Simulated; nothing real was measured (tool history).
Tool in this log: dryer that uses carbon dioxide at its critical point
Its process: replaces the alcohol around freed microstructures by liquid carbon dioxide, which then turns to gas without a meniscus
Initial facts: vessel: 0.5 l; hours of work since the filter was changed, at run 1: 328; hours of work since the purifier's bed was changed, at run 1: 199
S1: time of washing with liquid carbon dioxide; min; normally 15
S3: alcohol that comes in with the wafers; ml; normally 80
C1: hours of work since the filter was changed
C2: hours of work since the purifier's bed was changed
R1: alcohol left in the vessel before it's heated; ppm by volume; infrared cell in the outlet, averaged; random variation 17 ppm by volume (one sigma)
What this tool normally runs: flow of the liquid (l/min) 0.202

{"run": 1, "hour": 0.0, "S1": 15, "flow of the liquid (l/min)": 0.202, "S3": 80, "C1": 328, "C2": 199, "R1": 1962}
{"run": 2, "hour": 9.3, "S1": 10, "flow of the liquid (l/min)": 0.202, "S3": 80, "C1": 332, "C2": 203, "R1": 8399}
{"run": 3, "hour": 18.5, "S1": 15, "flow of the liquid (l/min)": 0.202, "S3": 52, "C1": 335, "C2": 206, "R1": 1290}
{"run": 4, "hour": 28.1, "S1": 15, "flow of the liquid (l/min)": 0.202, "S3": 52, "C1": 339, "C2": 210, "R1": 1278}
{"run": 5, "hour": 34.9, "S1": 15, "flow of the liquid (l/min)": 0.202, "S3": 52, "C1": 342, "C2": 213, "R1": 1321}
{"run": 6, "hour": 43.7, "S1": 15, "flow of the liquid (l/min)": 0.202, "S3": 52, "C1": 346, "C2": 217, "R1": 1329}
{"run": 7, "hour": 51.1, "S1": 15, "flow of the liquid (l/min)": 0.202, "S3": 52, "C1": 349, "C2": 220, "R1": 1330}
{"run": 8, "hour": 59.7, "S1": 15, "flow of the liquid (l/min)": 0.202, "S3": 52, "C1": 352, "C2": 223, "R1": 1326}
{"run": 9, "hour": 67.7, "S1": 15, "flow of the liquid (l/min)": 0.202, "S3": 52, "C1": 355, "C2": 226, "R1": 1355}
{"run": 10, "hour": 78.8, "S1": 15, "flow of the liquid (l/min)": 0.228, "S3": 80, "C1": 360, "C2": 231, "R1": 1240}
{"run": 11, "hour": 90.3, "S1": 15, "flow of the liquid (l/min)": 0.228, "S3": 80, "C1": 365, "C2": 236, "R1": 1208}
{"run": 12, "hour": 96.3, "S1": 15, "flow of the liquid (l/min)": 0.228, "S3": 80, "C1": 367, "C2": 238, "R1": 1222}
{"run": 13, "hour": 108.4, "S1": 15, "flow of the liquid (l/min)": 0.202, "S3": 80, "C1": 372, "C2": 243, "R1": 2125}
{"hour": 119.8, "done": "inlet filter changed"}
{"run": 14, "hour": 119.8, "S1": 15, "flow of the liquid (l/min)": 0.202, "S3": 80, "C1": 0, "C2": 247, "R1": 1174}
{"run": 15, "hour": 127.4, "S1": 15, "flow of the liquid (l/min)": 0.259, "S3": 80, "C1": 3, "C2": 250, "R1": 329}
{"run": 16, "hour": 136.1, "S1": 15, "flow of the liquid (l/min)": 0.276, "S3": 80, "C1": 7, "C2": 254, "R1": 228}
{"run": 17, "hour": 145.7, "S1": 15, "flow of the liquid (l/min)": 0.276, "S3": 80, "C1": 11, "C2": 258, "R1": 232}
{"run": 18, "hour": 155.0, "S1": 15, "flow of the liquid (l/min)": 0.276, "S3": 80, "C1": 14, "C2": 262, "R1": 232}
{"run": 19, "hour": 164.7, "S1": 15, "flow of the liquid (l/min)": 0.135, "S3": 80, "C1": 18, "C2": 266, "R1": 5828}
{"run": 20, "hour": 170.0, "S1": 10, "flow of the liquid (l/min)": 0.202, "S3": 80, "C1": 20, "C2": 268, "R1": 6062}
{"run": 21, "hour": 180.1, "S1": 15, "flow of the liquid (l/min)": 0.202, "S3": 80, "C1": 25, "C2": 272, "R1": 1224}
{"run": 22, "hour": 190.8, "S1": 15, "flow of the liquid (l/min)": 0.202, "S3": 80, "C1": 29, "C2": 276, "R1": 1245}
{"run": 23, "hour": 198.6, "S1": 15, "flow of the liquid (l/min)": 0.202, "S3": 80, "C1": 32, "C2": 279, "R1": 1241}
{"run": 24, "hour": 206.6, "S1": 17, "flow of the liquid (l/min)": 0.193, "S3": 56, "C1": 35, "C2": 283, "R1": 603}
{"run": 25, "hour": 214.8, "S1": 17, "flow of the liquid (l/min)": 0.193, "S3": 84, "C1": 39, "C2": 286, "R1": 895}
{"run": 26, "hour": 220.2, "S1": 21, "flow of the liquid (l/min)": 0.134, "S3": 27, "C1": 41, "C2": 288, "R1": 610}
{"run": 27, "hour": 231.7, "S1": 18, "flow of the liquid (l/min)": 0.134, "S3": 63, "C1": 46, "C2": 293, "R1": 2648}
{"run": 28, "hour": 241.2, "S1": 11, "flow of the liquid (l/min)": 0.233, "S3": 29, "C1": 49, "C2": 297, "R1": 993}
{"run": 29, "hour": 252.7, "S1": 11, "flow of the liquid (l/min)": 0.29, "S3": 34, "C1": 54, "C2": 301, "R1": 465}
{"run": 30, "hour": 258.4, "S1": 11, "flow of the liquid (l/min)": 0.29, "S3": 34, "C1": 56, "C2": 304, "R1": 470}
{"run": 31, "hour": 264.6, "S1": 22, "flow of the liquid (l/min)": 0.146, "S3": 29, "C1": 59, "C2": 306, "R1": 375}
{"run": 32, "hour": 272.4, "S1": 22, "flow of the liquid (l/min)": 0.215, "S3": 29, "C1": 62, "C2": 309, "R1": 74}
{"run": 33, "hour": 281.1, "S1": 12, "flow of the liquid (l/min)": 0.319, "S3": 102, "C1": 66, "C2": 313, "R1": 516}
{"run": 34, "hour": 294.1, "S1": 15, "flow of the liquid (l/min)": 0.202, "S3": 26, "C1": 71, "C2": 318, "R1": 462}
{"run": 35, "hour": 299.5, "S1": 15, "flow of the liquid (l/min)": 0.236, "S3": 80, "C1": 73, "C2": 321, "R1": 653}
{"run": 36, "hour": 310.8, "S1": 20, "flow of the liquid (l/min)": 0.239, "S3": 77, "C1": 78, "C2": 325, "R1": 126}
{"run": 37, "hour": 323.2, "S1": 20, "flow of the liquid (l/min)": 0.239, "S3": 77, "C1": 83, "C2": 330, "R1": 129}
{"run": 38, "hour": 335.3, "S1": 16, "flow of the liquid (l/min)": 0.297, "S3": 29, "C1": 88, "C2": 335, "R1": 81}
{"run": 39, "hour": 347.4, "S1": 10, "flow of the liquid (l/min)": 0.139, "S3": 80, "C1": 93, "C2": 340, "R1": 17404}
{"run": 40, "hour": 358.7, "S1": 10, "flow of the liquid (l/min)": 0.139, "S3": 80, "C1": 97, "C2": 345, "R1": 17187}
{"run": 41, "hour": 371.0, "S1": 10, "flow of the liquid (l/min)": 0.139, "S3": 80, "C1": 102, "C2": 350, "R1": 17863}
{"run": 42, "hour": 382.1, "S1": 10, "flow of the liquid (l/min)": 0.139, "S3": 80, "C1": 107, "C2": 354, "R1": 18194}
{"run": 43, "hour": 392.6, "S1": 22, "flow of the liquid (l/min)": 0.139, "S3": 43, "C1": 111, "C2": 358, "R1": 712}
{"run": 44, "hour": 398.5, "S1": 22, "flow of the liquid (l/min)": 0.139, "S3": 43, "C1": 114, "C2": 361, "R1": 736}
{"run": 45, "hour": 404.7, "S1": 22, "flow of the liquid (l/min)": 0.274, "S3": 43, "C1": 116, "C2": 363, "R1": 49}
{"run": 46, "hour": 415.4, "S1": 22, "flow of the liquid (l/min)": 0.274, "S3": 43, "C1": 120, "C2": 368, "R1": 66}

5 options for the next run, each taken on its own from the tool as it stands now. Forecast them:
{"run": "A", "hour": 421.2, "S1": 22, "flow of the liquid (l/min)": 0.232, "S3": 43, "C1": 123, "C2": 370, "R1": "?"}
{"run": "B", "hour": 421.2, "S1": 15, "flow of the liquid (l/min)": 0.17, "S3": 51, "C1": 123, "C2": 370, "R1": "?"}
{"run": "C", "hour": 421.2, "S1": 20, "flow of the liquid (l/min)": 0.233, "S3": 42, "C1": 123, "C2": 370, "R1": "?"}
{"run": "D", "hour": 421.2, "S1": 18, "flow of the liquid (l/min)": 0.305, "S3": 80, "C1": 123, "C2": 370, "R1": "?"}
{"run": "E", "hour": 421.2, "S1": 23, "flow of the liquid (l/min)": 0.202, "S3": 22, "C1": 123, "C2": 370, "R1": "?"}

run=A R1=74
run=B R1=1951
run=C R1=104
run=D R1=74
run=E R1=79
Stripped of hidden state, with their random variation kept, the same runs would have yielded:
run=A R1=20
run=B R1=1558
run=C R1=41
run=D R1=18
run=E R1=24
